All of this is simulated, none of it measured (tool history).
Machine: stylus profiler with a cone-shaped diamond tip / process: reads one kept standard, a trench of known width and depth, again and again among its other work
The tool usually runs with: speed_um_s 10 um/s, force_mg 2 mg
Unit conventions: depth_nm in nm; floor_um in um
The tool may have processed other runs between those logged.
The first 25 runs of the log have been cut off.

run 26 hour=829.7 | speed_um_s=15 force_mg=1.11 | depth_nm=1008.97 floor_um=13.8
run 27 hour=877.4 | speed_um_s=15 force_mg=1.11 | depth_nm=1008.97 floor_um=13.88
run 28 hour=898 | speed_um_s=32 force_mg=2.99 | depth_nm=1017.51 floor_um=13.84
run 29 hour=927.6 | speed_um_s=11 force_mg=1.5 | depth_nm=1011.17 floor_um=13.9
run 30 hour=968.3 | speed_um_s=11 force_mg=1.86 | depth_nm=1012.5 floor_um=13.93
run 31 hour=990.7 | speed_um_s=11 force_mg=1.86 | depth_nm=1012.84 floor_um=13.96
run 32 hour=1029.5 | speed_um_s=2 force_mg=0.88 | depth_nm=1007.81 floor_um=14.01
run 33 hour=1052.6 | speed_um_s=2 force_mg=0.88 | depth_nm=1008.15 floor_um=13.97
run 34 hour=1089.7 | speed_um_s=5 force_mg=4.92 | depth_nm=1025.09 floor_um=13.97
run 35 hour=1119.1 | speed_um_s=5 force_mg=4.92 | depth_nm=1024.77 floor_um=13.95
run 36 hour=1164.8 | speed_um_s=5 force_mg=4.92 | depth_nm=1024.79 floor_um=13.99
-- hour=1178.7 height scale calibrated on a step standard
run 37 hour=1202.5 | speed_um_s=5 force_mg=4.92 | depth_nm=1024.8 floor_um=13.97
run 38 hour=1249.3 | speed_um_s=3 force_mg=4 | depth_nm=1021.34 floor_um=13.98
run 39 hour=1285.7 | speed_um_s=10 force_mg=4.4 | depth_nm=1023.04 floor_um=13.96
run 40 hour=1329 | speed_um_s=10 force_mg=4.4 | depth_nm=1023.25 floor_um=13.95
run 41 hour=1360.7 | speed_um_s=18 force_mg=1.2 | depth_nm=1009.8 floor_um=13.88

Predict the results of run 42:
run 42 hour=1381.8 | speed_um_s=18 force_mg=1.2 | depth_nm=? floor_um=?

depth_nm: 1009.24 nm
floor_um: 13.83 um
With the hidden condition absent and the run-to-run variation left alone, this run would have shown depth_nm 1009.24 nm, floor_um 13.84 um.

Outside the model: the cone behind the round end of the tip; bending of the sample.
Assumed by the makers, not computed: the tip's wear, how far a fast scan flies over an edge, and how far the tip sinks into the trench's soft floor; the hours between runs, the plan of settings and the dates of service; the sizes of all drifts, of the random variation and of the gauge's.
